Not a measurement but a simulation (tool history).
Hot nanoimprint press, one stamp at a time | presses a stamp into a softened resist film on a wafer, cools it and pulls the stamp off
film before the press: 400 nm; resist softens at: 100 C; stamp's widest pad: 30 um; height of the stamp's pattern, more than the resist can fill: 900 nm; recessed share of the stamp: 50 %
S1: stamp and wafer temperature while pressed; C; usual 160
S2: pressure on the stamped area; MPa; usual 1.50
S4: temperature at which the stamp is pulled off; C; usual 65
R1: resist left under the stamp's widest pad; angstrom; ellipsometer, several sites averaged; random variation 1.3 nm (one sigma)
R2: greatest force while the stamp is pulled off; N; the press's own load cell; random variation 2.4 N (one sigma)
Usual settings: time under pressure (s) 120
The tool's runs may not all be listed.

{"run": 1, "hour": 0.0, "S1": 160, "S2": 1.5, "time under pressure (s)": 120, "S4": 65, "R1": 2080, "R2": 182}
{"run": 2, "hour": 9.2, "S1": 160, "S2": 1.19, "time under pressure (s)": 120, "S4": 65, "R1": 2337, "R2": 183}
{"run": 3, "hour": 18.7, "S1": 160, "S2": 1.5, "time under pressure (s)": 120, "S4": 65, "R1": 2087, "R2": 186}
{"run": 4, "hour": 29.6, "S1": 160, "S2": 1.64, "time under pressure (s)": 120, "S4": 65, "R1": 2009, "R2": 186}
{"run": 5, "hour": 40.2, "S1": 149, "S2": 1.5, "time under pressure (s)": 120, "S4": 65, "R1": 3058, "R2": 186}
{"run": 6, "hour": 58.1, "S1": 160, "S2": 1.94, "time under pressure (s)": 120, "S4": 65, "R1": 1801, "R2": 177}
{"run": 7, "hour": 73.0, "S1": 160, "S2": 1.94, "time under pressure (s)": 120, "S4": 65, "R1": 1818, "R2": 180}
{"run": 8, "hour": 88.4, "S1": 160, "S2": 1.94, "time under pressure (s)": 120, "S4": 65, "R1": 1802, "R2": 182}
{"run": 9, "hour": 101.6, "S1": 160, "S2": 1.97, "time under pressure (s)": 120, "S4": 65, "R1": 1793, "R2": 176}
{"run": 10, "hour": 113.7, "S1": 160, "S2": 1.5, "time under pressure (s)": 120, "S4": 65, "R1": 2086, "R2": 183}
{"run": 11, "hour": 121.9, "S1": 160, "S2": 1.5, "time under pressure (s)": 120, "S4": 65, "R1": 2108, "R2": 181}
{"run": 12, "hour": 133.6, "S1": 160, "S2": 1.5, "time under pressure (s)": 120, "S4": 65, "R1": 2091, "R2": 181}
{"run": 13, "hour": 146.7, "S1": 160, "S2": 1.5, "time under pressure (s)": 120, "S4": 65, "R1": 2099, "R2": 184}
{"run": 14, "hour": 157.7, "S1": 160, "S2": 1.5, "time under pressure (s)": 120, "S4": 65, "R1": 2099, "R2": 184}
{"run": 15, "hour": 171.2, "S1": 160, "S2": 1.11, "time under pressure (s)": 120, "S4": 65, "R1": 2468, "R2": 185}
{"run": 16, "hour": 178.9, "S1": 149, "S2": 1.11, "time under pressure (s)": 120, "S4": 57, "R1": 3374, "R2": 221}
{"run": 17, "hour": 195.2, "S1": 149, "S2": 1.11, "time under pressure (s)": 120, "S4": 57, "R1": 3424, "R2": 207}
{"run": 18, "hour": 211.0, "S1": 171, "S2": 1.11, "time under pressure (s)": 104, "S4": 57, "R1": 1739, "R2": 209}
{"run": 19, "hour": 226.5, "S1": 171, "S2": 1.11, "time under pressure (s)": 104, "S4": 57, "R1": 1746, "R2": 209}
{"run": 20, "hour": 235.5, "S1": 171, "S2": 1.11, "time under pressure (s)": 104, "S4": 57, "R1": 1721, "R2": 210}
{"run": 21, "hour": 251.9, "S1": 164, "S2": 1.05, "time under pressure (s)": 88, "S4": 65, "R1": 2334, "R2": 180}
{"run": 22, "hour": 261.1, "S1": 160, "S2": 1.78, "time under pressure (s)": 119, "S4": 55, "R1": 1870, "R2": 216}
{"run": 23, "hour": 276.1, "S1": 162, "S2": 2.09, "time under pressure (s)": 91, "S4": 65, "R1": 1722, "R2": 186}
{"run": 24, "hour": 282.7, "S1": 160, "S2": 2.31, "time under pressure (s)": 71, "S4": 61, "R1": 1916, "R2": 190}
{"run": 25, "hour": 290.6, "S1": 160, "S2": 2.31, "time under pressure (s)": 71, "S4": 61, "R1": 1908, "R2": 206}
{"run": 26, "hour": 304.5, "S1": 153, "S2": 1.64, "time under pressure (s)": 65, "S4": 53, "R1": 2968, "R2": 226}
{"run": 27, "hour": 312.8, "S1": 163, "S2": 1.74, "time under pressure (s)": 154, "S4": 65, "R1": 1558, "R2": 188}
{"run": 28, "hour": 330.5, "S1": 163, "S2": 1.74, "time under pressure (s)": 154, "S4": 65, "R1": 1570, "R2": 177}
{"run": 29, "hour": 345.5, "S1": 170, "S2": 1.08, "time under pressure (s)": 189, "S4": 59, "R1": 1460, "R2": 192}

Taken out of this log: 5 entries between the listed runs. Where each belongs, and how the hidden state differs across it:
Between runs 5 and 6: stamp cleaned and given a new release coat (hour 51.5)
  true temperature over the reading, C: -0.84 -> -0.86; pressure that arrives at the usual setting, %: 99.17 -> 99.12; grip of the stamp's worn release coat, % over a new coat's: 7.4 -> 0.4
  measured less the result without the state, R1: +86 -> +75 angstrom; R2: +16 -> +4 N
Between runs 16 and 17: stamp cleaned and given a new release coat (hour 186.0)
  true temperature over the reading, C: -1.08 -> -1.1; pressure that arrives at the usual setting, %: 98.64 -> 98.6; grip of the stamp's worn release coat, % over a new coat's: 7.7 -> 0.5
  measured less the result without the state, R1: +90 -> +92 angstrom; R2: +19 -> +5 N
Between runs 17 and 18: plate thermocouple calibrated (hour 199.3)
  true temperature over the reading, C: -1.1 -> -1.25; pressure that arrives at the usual setting, %: 98.6 -> 98.55; grip of the stamp's worn release coat, % over a new coat's: 0.5 -> 1.3
  measured less the result without the state, R1: +92 -> +86 angstrom; R2: +5 -> +7 N
Between runs 20 and 21: plate thermocouple calibrated, once more (hour 244.2)
  true temperature over the reading, C: -1.3 -> -0.26; pressure that arrives at the usual setting, %: 98.45 -> 98.4; grip of the stamp's worn release coat, % over a new coat's: 2.8 -> 3.6
  measured less the result without the state, R1: +88 -> +34 angstrom; R2: +10 -> +7 N
Between runs 27 and 28: stamp cleaned and given a new release coat (hour 325.8)
  true temperature over the reading, C: -0.37 -> -0.4; pressure that arrives at the usual setting, %: 98.15 -> 98.1; grip of the stamp's worn release coat, % over a new coat's: 7.3 -> 0.3
  measured less the result without the state, R1: +44 -> +45 angstrom; R2: +14 -> +1 N
